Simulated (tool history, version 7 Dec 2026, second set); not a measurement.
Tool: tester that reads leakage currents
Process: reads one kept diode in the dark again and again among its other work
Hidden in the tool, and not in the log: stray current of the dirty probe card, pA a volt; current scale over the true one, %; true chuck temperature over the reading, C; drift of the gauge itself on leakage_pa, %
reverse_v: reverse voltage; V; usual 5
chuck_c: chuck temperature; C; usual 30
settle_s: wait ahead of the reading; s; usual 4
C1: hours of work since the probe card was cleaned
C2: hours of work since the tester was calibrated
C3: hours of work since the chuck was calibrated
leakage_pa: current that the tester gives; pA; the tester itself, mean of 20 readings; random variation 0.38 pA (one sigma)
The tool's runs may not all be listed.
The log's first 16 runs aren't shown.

Run 17, hour 1248.9: usual settings; C1 3186; C2 1588; C3 856. Result: leakage_pa 121.27 pA.
At hour 1258.5: tester calibrated.
Run 18, hour 1320.3: usual settings; C1 3217; C2 27; C3 887. Result: leakage_pa 120.6 pA.
Run 19, hour 1367.9: usual settings but settle_s 2.64 s; C1 3238; C2 49; C3 908. Result: leakage_pa 120.52 pA.
Run 20, hour 1453.2: usual settings but settle_s 3.21 s; C1 3276; C2 86; C3 946. Result: leakage_pa 120.45 pA.
At hour 1521.4: tester calibrated, once more.
Run 21, hour 1547.1: usual settings but reverse_v 1.74 V, chuck_c 26 C; C1 3317; C2 11; C3 987. Result: leakage_pa 52.88 pA.
Run 22, hour 1623.5: usual settings but reverse_v 1.79 V, chuck_c 26 C; C1 3351; C2 45; C3 1020. Result: leakage_pa 53.27 pA.
Run 23, hour 1683.7: usual settings but reverse_v 1.79 V, chuck_c 26 C; C1 3377; C2 72; C3 1047. Result: leakage_pa 52.97 pA.
Run 24, hour 1749: usual settings but reverse_v 1.79 V, chuck_c 26 C; C1 3406; C2 101; C3 1076. Result: leakage_pa 53.17 pA.
Run 25, hour 1850.3: usual settings but chuck_c 26 C, settle_s 4.8 s; C1 3451; C2 146; C3 1121. Result: leakage_pa 89.72 pA.
Run 26, hour 1927.8: usual settings but reverse_v 6.16 V, chuck_c 33 C; C1 3486; C2 180; C3 1155. Result: leakage_pa 162.87 pA.
Run 27, hour 2029.1: usual settings but chuck_c 57 C, settle_s 5.83 s; C1 3531; C2 225; C3 1200. Result: leakage_pa 713.49 pA.
At hour 2057.8: chuck's temperature calibrated.
Run 28, hour 2137.1: usual settings but chuck_c 57 C, settle_s 5.83 s; C1 3577; C2 272; C3 35. Result: leakage_pa 785.38 pA.
Run 29, hour 2199: usual settings but reverse_v 16.41 V, chuck_c 59 C, settle_s 2.35 s; C1 3605; C2 300; C3 63. Result: leakage_pa 1582.56 pA.
Run 30, hour 2293.9: usual settings but reverse_v 5.24 V, chuck_c 51 C, settle_s 6.65 s; C1 3647; C2 342; C3 105. Result: leakage_pa 548.41 pA.
Run 31, hour 2392.7: usual settings but reverse_v 5.24 V, chuck_c 51 C, settle_s 6.65 s; C1 3691; C2 385; C3 149. Result: leakage_pa 544.96 pA.
Run 32, hour 2449: usual settings but reverse_v 15.38 V, chuck_c 26 C; C1 3716; C2 410; C3 173. Result: leakage_pa 183.38 pA.
Run 33, hour 2531.5: usual settings but reverse_v 15.38 V, chuck_c 26 C; C1 3752; C2 447; C3 210. Result: leakage_pa 183.11 pA.
Run 34, hour 2626: usual settings but reverse_v 5.07 V, chuck_c 23 C, settle_s 0.54 s; C1 3794; C2 489; C3 252. Result: leakage_pa 81.43 pA.
Run 35, hour 2729: usual settings but reverse_v 5.07 V, chuck_c 23 C, settle_s 0.54 s; C1 3840; C2 535; C3 298. Result: leakage_pa 81.72 pA.
At hour 2785.4: probe card cleaned and baked.
Run 36, hour 2800.4: usual settings but reverse_v 3.26 V, chuck_c 36 C; C1 7; C2 565; C3 328. Result: leakage_pa 148.38 pA.
Run 37, hour 2875.3: usual settings but reverse_v 10.74 V, chuck_c 33 C, settle_s 1.68 s; C1 40; C2 598; C3 361. Result: leakage_pa 210.62 pA.
Run 38, hour 2984.2: usual settings but reverse_v 10.74 V, chuck_c 33 C, settle_s 1.68 s; C1 88; C2 646; C3 409. Result: leakage_pa 210.1 pA.
Run 39, hour 3040.9: usual settings but settle_s 0.4 s; C1 113; C2 672; C3 435. Result: leakage_pa 118.28 pA.

Forecast each of these 3 alternatives for the next run:
Run A, hour 3128.9: usual settings but settle_s 0.7 s; C1 152; C2 711; C3 474. Result: leakage_pa ?.
Run B, hour 3128.9: usual settings but chuck_c 40 C, settle_s 0.4 s; C1 152; C2 711; C3 474. Result: leakage_pa ?.
Run C, hour 3128.9: usual settings but reverse_v 1.04 V, chuck_c 28 C, settle_s 6.29 s; C1 152; C2 711; C3 474. Result: leakage_pa ?.

run  leakage_pa
  A      116.65
  B      239.87
  C       46.56
Without the tool's hidden state the same runs would have given:
run  leakage_pa
  A      125.67
  B      257.67
  C       50.34
